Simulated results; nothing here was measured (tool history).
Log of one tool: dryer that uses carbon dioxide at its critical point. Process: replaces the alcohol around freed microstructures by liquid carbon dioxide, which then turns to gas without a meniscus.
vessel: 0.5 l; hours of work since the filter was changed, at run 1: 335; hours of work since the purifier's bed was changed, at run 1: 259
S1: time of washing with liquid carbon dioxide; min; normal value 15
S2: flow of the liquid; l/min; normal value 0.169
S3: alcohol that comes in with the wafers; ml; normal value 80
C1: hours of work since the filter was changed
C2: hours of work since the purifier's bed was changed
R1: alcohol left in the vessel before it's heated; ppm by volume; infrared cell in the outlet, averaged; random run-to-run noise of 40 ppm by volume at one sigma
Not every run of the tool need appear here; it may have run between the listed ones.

run,hour,S1,S2,S3,C1,C2,R1
1,0,15,0.169,80,335,259,3590
# hour 8.2: inlet filter changed
2,11.4,15,0.169,80,2,266,2773
3,22.4,15,0.169,80,10,274,2797
4,28.6,15,0.169,80,14,279,2760
5,40.4,15,0.169,80,23,287,2792
6,45.6,15,0.262,80,27,291,314
7,56.8,11,0.169,80,34,299,8125
8,65,11,0.169,80,40,304,8316
9,74,15,0.172,33,47,311,1147
10,80.3,15,0.129,27,51,315,2597
11,91.8,15,0.129,27,59,323,2640
12,98.5,20,0.2,27,64,328,148
13,106.3,20,0.2,27,70,334,150
14,118.2,14,0.268,43,78,342,260
15,129,21,0.268,49,86,350,75
16,141,22,0.146,67,94,358,925

Entry by entry between the runs, the difference in hidden state between the last listed run before and the first listed run after:
Logged between run 1 and run 2: inlet filter changed (hour 8.2)
  flow that reaches the vessel past the clogged filter, %: 92.3 -> 99.1; alcohol in the recycled carbon dioxide, ppm: 46.7 -> 47.7
  difference, measured minus the result without the unlogged condition, R1: +1000 -> +143 ppm by volume

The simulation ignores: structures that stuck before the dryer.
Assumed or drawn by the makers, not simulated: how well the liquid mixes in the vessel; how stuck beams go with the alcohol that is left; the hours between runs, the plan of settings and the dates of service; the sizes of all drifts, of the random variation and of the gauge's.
